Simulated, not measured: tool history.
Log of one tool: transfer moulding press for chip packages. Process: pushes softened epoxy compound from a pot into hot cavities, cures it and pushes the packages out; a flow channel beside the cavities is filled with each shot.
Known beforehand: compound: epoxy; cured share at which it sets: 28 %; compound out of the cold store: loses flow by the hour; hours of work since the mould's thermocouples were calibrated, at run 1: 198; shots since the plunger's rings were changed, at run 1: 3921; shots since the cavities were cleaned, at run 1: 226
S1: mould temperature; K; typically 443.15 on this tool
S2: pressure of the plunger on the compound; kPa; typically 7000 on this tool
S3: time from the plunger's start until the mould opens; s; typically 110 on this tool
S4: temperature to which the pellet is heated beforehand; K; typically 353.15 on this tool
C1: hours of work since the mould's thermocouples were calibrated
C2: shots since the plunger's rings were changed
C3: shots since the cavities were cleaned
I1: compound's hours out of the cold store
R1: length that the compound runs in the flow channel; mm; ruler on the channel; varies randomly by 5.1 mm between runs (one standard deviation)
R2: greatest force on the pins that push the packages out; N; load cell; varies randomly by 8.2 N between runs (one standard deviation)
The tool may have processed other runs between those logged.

Run 1, hour 0.0: usual settings; C1 198; C2 3921; C3 226; I1 21.1. Result: R1 656 mm, R2 354 N.
At hour 38.4: cavities cleaned with cleaning compound and waxed.
Run 2, hour 60.1: usual settings; C1 237; C2 4609; C3 254; I1 45.2. Result: R1 604 mm, R2 333 N.
At hour 95.4: cavities cleaned with cleaning compound and waxed.
At hour 152.0: cavities cleaned with cleaning compound and waxed.
Run 3, hour 154.3: usual settings; C1 299; C2 5681; C3 26; I1 29.8. Result: R1 638 mm, R2 335 N.
At hour 208.6: cavities cleaned with cleaning compound and waxed.
Run 4, hour 223.0: usual settings but S3 115 s; C1 344; C2 6472; C3 170; I1 12.3. Result: R1 683 mm, R2 351 N.
At hour 241.4: plunger's sealing rings changed.
At hour 266.6: cavities cleaned with cleaning compound and waxed.
At hour 314.0: mould's thermocouples calibrated.
At hour 324.2: cavities cleaned with cleaning compound and waxed.
Run 5, hour 324.2: usual settings but S3 115 s, S4 347.15 K; C1 6; C2 914; C3 0; I1 26.7. Result: R1 661 mm, R2 341 N.
At hour 379.5: cavities cleaned with cleaning compound and waxed.
Run 6, hour 399.9: usual settings but S3 115 s, S4 347.15 K; C1 56; C2 1786; C3 240; I1 31.2. Result: R1 637 mm, R2 337 N.
At hour 438.5: cavities cleaned with cleaning compound and waxed.
Run 7, hour 446.8: usual settings but S3 115 s, S4 347.15 K; C1 86; C2 2320; C3 98; I1 14.5. Result: R1 683 mm, R2 354 N.
At hour 497.2: cavities cleaned with cleaning compound and waxed.
Run 8, hour 523.3: usual settings but S1 436.15 K, S3 115 s, S4 358.15 K; C1 137; C2 3201; C3 307; I1 34.8. Result: R1 651 mm, R2 498 N.
At hour 555.4: cavities cleaned with cleaning compound and waxed.
Run 9, hour 566.0: usual settings but S1 446.15 K; C1 165; C2 3686; C3 126; I1 44.4. Result: R1 590 mm, R2 320 N.
At hour 618.0: cavities cleaned with cleaning compound and waxed.
Run 10, hour 661.8: usual settings but S2 6200 kPa, S3 132 s, S4 359.15 K; C1 228; C2 4794; C3 515; I1 19.3. Result: R1 627 mm, R2 312 N.

Hidden state at the last listed run before each entry between runs and at the first one after, where it differs:
Runs 1 to 2: cavities cleaned with cleaning compound and waxed (hour 38.4)
  pressure that reaches the compound, % of what is set: 99.74 -> 99.7; grip of the stained cavities, % over clean ones': 0.7 -> 0.8
Runs 2 to 3: cavities cleaned with cleaning compound and waxed (hour 95.4); cavities cleaned with cleaning compound and waxed (hour 152.0)
  true mould temperature over the reading, C: 0.01 -> 0.02; pressure that reaches the compound, % of what is set: 99.7 -> 99.63; grip of the stained cavities, % over clean ones': 0.8 -> 0.1
Runs 3 to 4: cavities cleaned with cleaning compound and waxed (hour 208.6)
  pressure that reaches the compound, % of what is set: 99.63 -> 99.58; grip of the stained cavities, % over clean ones': 0.1 -> 0.6
Runs 4 to 5: plunger's sealing rings changed (hour 241.4); cavities cleaned with cleaning compound and waxed (hour 266.6); mould's thermocouples calibrated (hour 314.0); cavities cleaned with cleaning compound and waxed (hour 324.2)
  true mould temperature over the reading, C: 0.02 -> 0; pressure that reaches the compound, % of what is set: 99.58 -> 99.94; grip of the stained cavities, % over clean ones': 0.6 -> 0
Runs 5 to 6: cavities cleaned with cleaning compound and waxed (hour 379.5)
  pressure that reaches the compound, % of what is set: 99.94 -> 99.88; grip of the stained cavities, % over clean ones': 0 -> 0.7
Runs 6 to 7: cavities cleaned with cleaning compound and waxed (hour 438.5)
  true mould temperature over the reading, C: 0 -> 0.01; pressure that reaches the compound, % of what is set: 99.88 -> 99.85; grip of the stained cavities, % over clean ones': 0.7 -> 0.4
Runs 7 to 8: cavities cleaned with cleaning compound and waxed (hour 497.2)
  pressure that reaches the compound, % of what is set: 99.85 -> 99.8; grip of the stained cavities, % over clean ones': 0.4 -> 0.9
Runs 8 to 9: cavities cleaned with cleaning compound and waxed (hour 555.4)
  pressure that reaches the compound, % of what is set: 99.8 -> 99.76; grip of the stained cavities, % over clean ones': 0.9 -> 0.4
Runs 9 to 10: cavities cleaned with cleaning compound and waxed (hour 618.0)
  pressure that reaches the compound, % of what is set: 99.76 -> 99.7; grip of the stained cavities, % over clean ones': 0.4 -> 1.3
